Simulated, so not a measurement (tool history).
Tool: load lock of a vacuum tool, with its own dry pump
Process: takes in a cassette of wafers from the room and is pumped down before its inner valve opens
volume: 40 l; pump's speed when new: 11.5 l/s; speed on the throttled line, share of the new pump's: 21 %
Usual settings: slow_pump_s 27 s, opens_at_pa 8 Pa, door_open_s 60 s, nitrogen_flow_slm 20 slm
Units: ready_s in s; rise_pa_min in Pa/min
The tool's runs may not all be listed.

| run | hour | slow_pump_s | opens_at_pa | door_open_s | nitrogen_flow_slm | incoming humidity of the room's air, % | ready_s | rise_pa_min |
|---|---|---|---|---|---|---|---|---|
| 1 | 0 | 27 | 8 | 60 | 20 | 45 | 54.3 | 0.021 |
| 2 | 625.1 | 27 | 8 | 60 | 20 | 42.8 | 54.5 | 0.031 |
| 3 | 929.5 | 27 | 8 | 60 | 20 | 47 | 54.3 | 0.02 |
| 4 | 1332.1 | 27 | 8 | 60 | 20 | 42.3 | 54.2 | 0.025 |
| 5 | 1695.7 | 27 | 8 | 60 | 20 | 44.5 | 54.5 | 0.027 |
| 6 | 2286.1 | 27 | 8 | 60 | 20 | 43.2 | 54.1 | 0.025 |
| 7 | 2928.1 | 27 | 8 | 60 | 20 | 47.1 | 54.2 | 0.025 |
| 8 | 3594.5 | 27 | 8 | 60 | 34 | 48 | 54.3 | 0.023 |
| 9 | 3880.6 | 27 | 8 | 60 | 34 | 47.9 | 54.4 | 0.022 |
| 10 | 4189.7 | 27 | 8 | 60 | 4 | 47.1 | 54 | 0.04 |
| 11 | 4610.6 | 27 | 8 | 239 | 20 | 44.3 | 54.6 | 0.059 |
| 12 | 5066.5 | 27 | 8 | 239 | 20 | 46.3 | 54.5 | 0.062 |
| 13 | 5530.1 | 27 | 6 | 60 | 20 | 46.1 | 55.2 | 0.029 |
| 14 | 6000.7 | 27 | 6 | 60 | 20 | 45.6 | 55.4 | 0.027 |
| 15 | 6484.9 | 27 | 8 | 60 | 20 | 46.1 | 54.7 | 0.022 |
| 16 | 6782.3 | 27 | 8 | 60 | 20 | 46.6 | 54.3 | 0.024 |
| 17 | 7380.2 | 27 | 8 | 60 | 20 | 45.7 | 54.2 | 0.024 |
| 18 | 7949.2 | 27 | 8 | 60 | 20 | 44.9 | 54.3 | 0.028 |
| 19 | 8587.1 | 27 | 8 | 60 | 10 | 41.4 | 54.2 | 0.026 |
| 20 | 8985.1 | 27 | 8 | 60 | 10 | 43.5 | 54.2 | 0.03 |
| 21 | 9385.4 | 27 | 8 | 133 | 14 | 44.9 | 54.4 | 0.049 |
| 22 | 9881.2 | 27 | 8 | 50 | 20 | 43.8 | 54.4 | 0.022 |
| 23 | 10425.7 | 27 | 8 | 60 | 5 | 47.2 | 54.3 | 0.037 |
| 24 | 10926.1 | 27 | 8 | 60 | 5 | 40 | 54.4 | 0.026 |
| 25 | 11347.4 | 24 | 8 | 178 | 13 | 44.8 | 51.6 | 0.058 |
| 26 | 11897.2 | 24 | 8 | 178 | 13 | 44.1 | 52.2 | 0.056 |
| 27 | 12348.3 | 24 | 7 | 124 | 13 | 45.4 | 52.5 | 0.051 |
| 28 | 12674.2 | 24 | 7 | 122 | 13 | 44.4 | 52.7 | 0.044 |
| 29 | 12994.7 | 34 | 8 | 74 | 13 | 47.4 | 59.7 | 0.032 |
| 30 | 13298.7 | 34 | 8 | 74 | 13 | 43.8 | 60.3 | 0.028 |
| 31 | 13781.6 | 34 | 8 | 74 | 13 | 45.3 | 59.8 | 0.031 |
| 32 | 14348 | 34 | 13 | 74 | 5 | 44.8 | 58.2 | 0.039 |
| 33 | 14693.9 | 52 | 13 | 151 | 5 | 40.9 | 72.2 | 0.052 |
| 34 | 15269.4 | 52 | 13 | 151 | 5 | 40.9 | 72.7 | 0.053 |
| 35 | 15599.1 | 20 | 10 | 129 | 11 | 42.9 | 47.9 | 0.049 |
| 36 | 15899.6 | 20 | 10 | 60 | 9 | 46.3 | 48.1 | 0.028 |
| 37 | 16463.7 | 20 | 10 | 60 | 9 | 41.9 | 47.9 | 0.03 |

Taken out of this log: 5 entries between the listed runs. Where each belongs, and how the hidden state differs across it:
Between runs 5 and 6: dry pump taken out, an overhauled one fitted (hour 2102)
  leak at the door's seal, Pa l/s: 0.0022 -> 0.0023
Between runs 11 and 12: door's seal changed, seat wiped (hour 4867.7)
  leak at the door's seal, Pa l/s: 0.0029 -> 0.002
Between runs 21 and 22: door's seal changed, seat wiped (hour 9684.7)
  leak at the door's seal, Pa l/s: 0.0028 -> 0.002
Between runs 31 and 32: dry pump taken out, an overhauled one fitted (hour 13839.6)
  leak at the door's seal, Pa l/s: 0.0027 -> 0.0029
Between runs 32 and 33: door's seal changed, seat wiped (hour 14511.4)
  leak at the door's seal, Pa l/s: 0.0029 -> 0.002

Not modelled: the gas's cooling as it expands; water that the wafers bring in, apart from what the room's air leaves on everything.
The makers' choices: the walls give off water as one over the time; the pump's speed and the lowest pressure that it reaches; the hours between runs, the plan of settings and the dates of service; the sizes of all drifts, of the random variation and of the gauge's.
